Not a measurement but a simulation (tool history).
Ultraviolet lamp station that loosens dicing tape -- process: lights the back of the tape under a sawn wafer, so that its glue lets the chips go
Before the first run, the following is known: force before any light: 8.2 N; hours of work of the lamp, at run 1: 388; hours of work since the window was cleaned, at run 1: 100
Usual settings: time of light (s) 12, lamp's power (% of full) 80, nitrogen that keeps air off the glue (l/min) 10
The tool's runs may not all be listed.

run	hour	time of light (s)	lamp's power (% of full)	nitrogen that keeps air off the glue (l/min)	hours of work of the lamp	hours of work since the window was cleaned	force that peels the tape off (N)	light that reached the tape (J/m2)
1	0.0	12	80	10	388	100	1.127	5150
2	12.3	12	80	10	396	108	1.165	5140
3	25.8	12	80	10	405	117	1.177	5090
4	40.5	12	80	10	415	127	1.177	5160
5	57.0	12	80	14	426	138	1.017	5040
6	69.8	12	80	14	434	146	1.026	5120
7	86.2	12	80	14	445	157	0.988	5010
8	99.2	12	80	14	454	165	1.070	5070
9	113.2	12	77	10	463	175	1.266	4780
10	129.2	12	77	10	473	185	1.211	4800
11	138.4	12	77	10	480	191	1.212	4820
12	153.1	12	64	10	489	201	1.780	4000
13	164.3	12	80	10	497	209	1.224	4940
14	179.4	12	80	10	507	219	1.193	4950
15	195.7	8	80	10	518	229	2.192	3270
16	203.2	8	80	10	523	234	2.246	3300
17	218.0	18	80	4	532	244	0.964	7360
# hour 219.9: window cleaned of glue's vapour
18	229.6	12	80	6	540	6	1.503	5140
19	237.8	8	80	7	545	12	2.423	3400
20	251.1	12	80	13	554	21	1.019	5130
21	262.9	12	80	13	562	29	1.034	5130
22	271.5	8	70	6	567	34	2.837	2960
23	280.3	21	80	6	573	40	0.545	8890
24	291.4	20	61	10	581	47	0.753	6420
25	301.6	7	66	4	587	54	3.848	2460
26	311.5	10	76	4	594	61	2.366	4000
27	325.3	9	97	6	603	70	1.663	4620
28	338.1	9	75	11	612	78	1.947	3500
29	347.0	12	80	17	618	84	1.000	5040
30	361.2	13	86	4	627	94	1.452	5830
31	370.2	8	88	4	633	100	2.600	3630

How would selected steps in force that peels the tape off (N) from run to run divide? Give the signed amount a tool lacking its hidden state would still show from settings, what came in and random variation, and the signed amount left for the hidden state, including any gauge scatter that is not in both of the compared results.
What the log doesn't record here: lamp's light, % of a new lamp's; light that the window lets through, % of a clean one's; drift of the gauge itself on peel_n, %; drift of the gauge itself on dose_mj_cm2, %.
Run 16 -> 17: time of light (s) 8 -> 18, nitrogen that keeps air off the glue (l/min) 10 -> 4. force that peels the tape off (N) -1.282: hidden state -0.120, all else -1.162.
Run 21 -> 22: time of light (s) 12 -> 8, lamp's power (% of full) 80 -> 70, nitrogen that keeps air off the glue (l/min) 13 -> 6. force that peels the tape off (N) +1.803: hidden state +0.090, all else +1.713.
Run 22 -> 23: time of light (s) 8 -> 21, lamp's power (% of full) 70 -> 80. force that peels the tape off (N) -2.292: hidden state -0.148, all else -2.144.
Run 24 -> 25: time of light (s) 20 -> 7, lamp's power (% of full) 61 -> 66, nitrogen that keeps air off the glue (l/min) 10 -> 4. force that peels the tape off (N) +3.095: hidden state +0.135, all else +2.960.
